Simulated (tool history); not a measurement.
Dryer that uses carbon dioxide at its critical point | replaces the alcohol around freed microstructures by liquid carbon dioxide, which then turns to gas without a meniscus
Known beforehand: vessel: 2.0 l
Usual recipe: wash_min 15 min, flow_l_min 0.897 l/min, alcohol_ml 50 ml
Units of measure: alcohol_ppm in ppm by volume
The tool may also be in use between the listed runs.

Run 1, hour 0: usual settings. Result: alcohol_ppm 124 ppm by volume.
Run 2, hour 47.9: usual settings but flow_l_min 0.658 l/min. Result: alcohol_ppm 324 ppm by volume.
Run 3, hour 81.8: usual settings but flow_l_min 0.658 l/min. Result: alcohol_ppm 346 ppm by volume.
Run 4, hour 116.9: usual settings. Result: alcohol_ppm 133 ppm by volume.
Run 5, hour 140.2: usual settings but alcohol_ml 45 ml. Result: alcohol_ppm 140 ppm by volume.
Run 6, hour 191.1: usual settings but alcohol_ml 45 ml. Result: alcohol_ppm 142 ppm by volume.
Run 7, hour 243.1: usual settings but flow_l_min 0.544 l/min. Result: alcohol_ppm 744 ppm by volume.
Run 8, hour 277.1: usual settings but flow_l_min 0.544 l/min. Result: alcohol_ppm 734 ppm by volume.
Run 9, hour 307.2: usual settings but flow_l_min 0.544 l/min. Result: alcohol_ppm 762 ppm by volume.
At hour 317.8: inlet filter changed.
Run 10, hour 349.1: usual settings but wash_min 20 min, flow_l_min 0.544 l/min, alcohol_ml 58 ml. Result: alcohol_ppm 211 ppm by volume.
Run 11, hour 390.2: usual settings but flow_l_min 1.007 l/min, alcohol_ml 27 ml. Result: alcohol_ppm 96 ppm by volume.
Run 12, hour 431.8: usual settings but wash_min 13 min, flow_l_min 1.357 l/min, alcohol_ml 40 ml. Result: alcohol_ppm 91 ppm by volume.
Run 13, hour 453: usual settings but wash_min 11 min, alcohol_ml 95 ml. Result: alcohol_ppm 487 ppm by volume.
Run 14, hour 497.4: usual settings but wash_min 23 min, flow_l_min 0.732 l/min, alcohol_ml 28 ml. Result: alcohol_ppm 108 ppm by volume.
Run 15, hour 528.5: usual settings but wash_min 10 min, flow_l_min 0.869 l/min. Result: alcohol_ppm 478 ppm by volume.
Run 16, hour 579.9: usual settings but wash_min 12 min, flow_l_min 0.595 l/min, alcohol_ml 79 ml. Result: alcohol_ppm 1466 ppm by volume.
Run 17, hour 627.8: usual settings but wash_min 12 min, flow_l_min 0.595 l/min, alcohol_ml 79 ml. Result: alcohol_ppm 1460 ppm by volume.
Run 18, hour 651.9: usual settings but flow_l_min 0.982 l/min, alcohol_ml 67 ml. Result: alcohol_ppm 129 ppm by volume.

Consider 4 possible next runs. They are alternatives, not a sequence: every one starts from the tool as it was left by run 18. What does each give?
Run A, hour 684.4: usual settings but flow_l_min 0.717 l/min, alcohol_ml 36 ml. Result: alcohol_ppm ?.
Run B, hour 684.4: usual settings but wash_min 19 min, flow_l_min 1.525 l/min, alcohol_ml 53 ml. Result: alcohol_ppm ?.
Run C, hour 684.4: usual settings but flow_l_min 1.098 l/min, alcohol_ml 67 ml. Result: alcohol_ppm ?.
Run D, hour 684.4: usual settings but flow_l_min 0.982 l/min, alcohol_ml 83 ml. Result: alcohol_ppm ?.

run  alcohol_ppm
  A          235
  B          105
  C          124
  D          150
Without the tool's hidden state the same runs would have given:
run  alcohol_ppm
  A           97
  B            4
  C           16
  D           31

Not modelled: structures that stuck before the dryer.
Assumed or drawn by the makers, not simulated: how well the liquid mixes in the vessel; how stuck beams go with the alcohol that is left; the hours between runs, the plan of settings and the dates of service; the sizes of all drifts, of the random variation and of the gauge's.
